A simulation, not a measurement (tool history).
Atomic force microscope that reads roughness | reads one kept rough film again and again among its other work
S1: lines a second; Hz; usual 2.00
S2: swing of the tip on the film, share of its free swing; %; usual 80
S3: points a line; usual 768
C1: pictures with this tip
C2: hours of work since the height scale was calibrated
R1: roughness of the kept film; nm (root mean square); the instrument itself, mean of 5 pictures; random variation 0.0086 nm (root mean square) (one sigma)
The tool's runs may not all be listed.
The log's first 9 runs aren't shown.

run,day,S1,S2,S3,C1,C2,R1
10,3.254,2.00,80,768,90,167,1.881
11,3.575,0.63,80,768,103,171,2.056
12,4.117,2.00,80,993,125,177,1.868
# day 4.421: new tip fitted
13,4.538,2.00,80,509,5,182,1.890
14,4.933,2.00,80,768,21,187,1.889
15,5.271,2.00,80,768,34,192,1.894
16,5.779,2.00,58,768,54,198,2.071
17,6.329,2.00,58,768,76,205,2.069
18,6.854,0.83,58,980,97,211,2.122
19,7.275,0.83,58,980,114,217,2.129
20,7.725,0.83,58,980,132,222,2.123
# day 7.850: new tip fitted
21,8.000,0.85,89,768,6,226,1.980
22,8.433,1.12,56,768,24,231,2.109
23,8.808,2.58,77,419,39,236,1.851
24,9.050,2.00,81,767,48,239,1.879
25,9.300,2.00,81,767,58,242,1.868
26,9.833,2.00,81,767,80,249,1.858
27,10.254,2.00,55,264,97,254,2.022
28,10.646,2.00,55,264,112,259,2.032
29,11.121,3.42,80,270,131,265,1.678
# day 11.258: new tip fitted
30,11.633,1.77,65,369,15,271,2.019
31,12.192,2.64,80,965,37,278,1.806
32,12.517,3.34,66,768,50,282,1.942
33,12.854,2.00,88,768,64,286,1.785

Forecast each of these 5 alternatives for the next run:
A,13.271,0.62,65,295,81,292,?
B,13.271,2.57,88,768,81,292,?
C,13.271,2.00,87,405,81,292,?
D,13.271,0.65,88,584,81,292,?
E,13.271,1.26,78,269,81,292,?

run,R1
A,2.051
B,1.686
C,1.771
D,2.021
E,1.930
Without the tool's hidden state the same runs would have given:
run,R1
A,2.056
B,1.690
C,1.775
D,2.025
E,1.935

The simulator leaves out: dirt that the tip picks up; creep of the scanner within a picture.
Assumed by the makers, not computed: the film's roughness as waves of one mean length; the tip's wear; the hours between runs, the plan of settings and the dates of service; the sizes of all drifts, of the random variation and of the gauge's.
